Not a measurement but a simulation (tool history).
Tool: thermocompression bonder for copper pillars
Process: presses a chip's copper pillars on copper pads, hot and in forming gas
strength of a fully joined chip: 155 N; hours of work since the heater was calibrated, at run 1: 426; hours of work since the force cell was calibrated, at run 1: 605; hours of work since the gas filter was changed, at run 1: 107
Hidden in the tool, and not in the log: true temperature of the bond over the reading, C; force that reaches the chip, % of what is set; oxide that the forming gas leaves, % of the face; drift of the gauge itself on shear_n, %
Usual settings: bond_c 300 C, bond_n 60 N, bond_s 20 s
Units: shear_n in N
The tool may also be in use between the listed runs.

run,hour,bond_c,bond_n,bond_s,hours of work since the heater was calibrated,hours of work since the force cell was calibrated,hours of work since the gas filter was changed,shear_n
1,0.0,300,60,20,426,605,107,75.7
# hour 10.3: forming gas filter changed
2,12.4,300,60,20,433,612,1,79.6
3,28.2,300,60,24,442,621,10,83.3
4,41.0,300,60,20,450,628,18,78.2
5,49.5,300,60,11,455,633,23,62.7
6,60.8,300,60,16,461,640,30,72.3
7,78.1,300,60,13,471,650,40,67.1
8,91.4,300,60,13,479,658,48,66.4
9,109.3,300,59,20,490,668,58,76.0
10,117.1,300,60,20,494,673,63,76.5
11,131.0,300,60,20,503,681,71,76.2
12,148.6,300,60,20,513,692,81,75.6
13,162.5,300,60,12,521,700,89,63.0
14,176.1,300,60,12,529,708,97,63.2
15,189.2,300,60,20,537,715,105,75.6
16,200.1,300,40,18,543,722,111,54.3
# hour 202.8: forming gas filter changed
17,212.0,291,44,20,550,728,5,59.0
18,229.7,291,44,20,560,739,16,58.2
19,239.3,313,44,57,566,744,21,99.0
20,255.3,313,44,57,575,754,31,97.8
21,264.9,291,44,57,581,759,36,84.4
22,282.7,300,57,12,591,770,47,61.5
23,293.2,300,57,12,597,776,53,62.1
24,309.1,298,60,19,607,785,62,74.1
25,319.2,312,60,12,613,791,68,70.1
26,333.2,294,60,12,621,800,77,60.2
27,344.6,294,60,12,627,806,83,59.5
28,355.6,294,60,12,634,813,90,59.8
# hour 367.5: force cell calibrated
29,371.6,294,60,12,642,2,98,57.7

5 ways to go on from here, each from the tool as it stands after run 29. What would each give?
A,390.5,314,70,47,654,13,109,?
B,390.5,320,87,31,654,13,109,?
C,390.5,294,60,12,654,13,109,?
D,390.5,274,39,12,654,13,109,?
E,390.5,288,60,10,654,13,109,?

run,shear_n
A,110.2
B,112.9
C,57.4
D,33.9
E,49.8
Without the tool's hidden state the same runs would have given:
run,shear_n
A,120.1
B,122.8
C,64.1
D,38.3
E,56.0
